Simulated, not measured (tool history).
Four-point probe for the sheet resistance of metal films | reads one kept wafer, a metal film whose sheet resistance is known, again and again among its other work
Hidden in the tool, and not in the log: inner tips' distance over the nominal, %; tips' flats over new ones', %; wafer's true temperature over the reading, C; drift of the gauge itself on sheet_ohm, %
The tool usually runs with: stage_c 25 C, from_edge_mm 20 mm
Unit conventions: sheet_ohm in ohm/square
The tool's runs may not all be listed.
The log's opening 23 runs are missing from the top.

run     day  stage_c  from_edge_mm  touches since the probe head was changed  hours of work since the stage's thermometer was calibrated  sheet_ohm
 24  39.733       20            20                                     62645                                                         150   2.123580
 25  41.983       24            20                                     65818                                                         190   2.119404
 26  43.796       34            68                                     68375                                                         222   2.104994
 27  45.708       34            68                                     71075                                                         255   2.104200
 28  47.138       34            68                                     73093                                                         281   2.104204
 29  49.333       20            27                                     76188                                                         319   2.120595
 30  50.846       30            28                                     78324                                                         346   2.109924
 31  52.467       31            73                                     80610                                                         375   2.106333
 32  53.471       22            24                                     82025                                                         393   2.119060
 33  54.971       20            62                                     84139                                                         419   2.118402
 34  56.183       19             3                                     85853                                                         441   2.304104
 35  58.158       22            61                                     88636                                                         475   2.115836
 36  59.342       22            61                                     90307                                                         496   2.115791
 37  60.308       33             6                                     91670                                                         513   2.153051
 38  61.988       31            67                                     94043                                                         543   2.105686
 39  63.358       25            16                                     95972                                                         567   2.119098
 40  65.267       35            12                                     98664                                                         601   2.113661
 41  66.221       29            13                                    100010                                                         618   2.117542
 42  67.983       25             7                                    102495                                                         649   2.147422
 43  69.488       25             7                                    104622                                                         676   2.147478
 44  71.217       25             7                                    107057                                                         706   2.148345
 45  73.283       30             7                                    109975                                                         743   2.142109

Each row is a separate what-if for the run after 45, all from the same tool condition, not one after another. Results?
  A  74.942       30            12                                    112314                                                         772          ?
  B  74.942       19            20                                    112314                                                         772          ?
  C  74.942       25             5                                    112314                                                         772          ?

run  sheet_ohm
  A   2.117547
  B   2.121241
  C   2.180636
The same runs, with their run-to-run variation unchanged, on a tool lacking any hidden condition would have given:
run  sheet_ohm
  A   2.132121
  B   2.135867
  C   2.195623

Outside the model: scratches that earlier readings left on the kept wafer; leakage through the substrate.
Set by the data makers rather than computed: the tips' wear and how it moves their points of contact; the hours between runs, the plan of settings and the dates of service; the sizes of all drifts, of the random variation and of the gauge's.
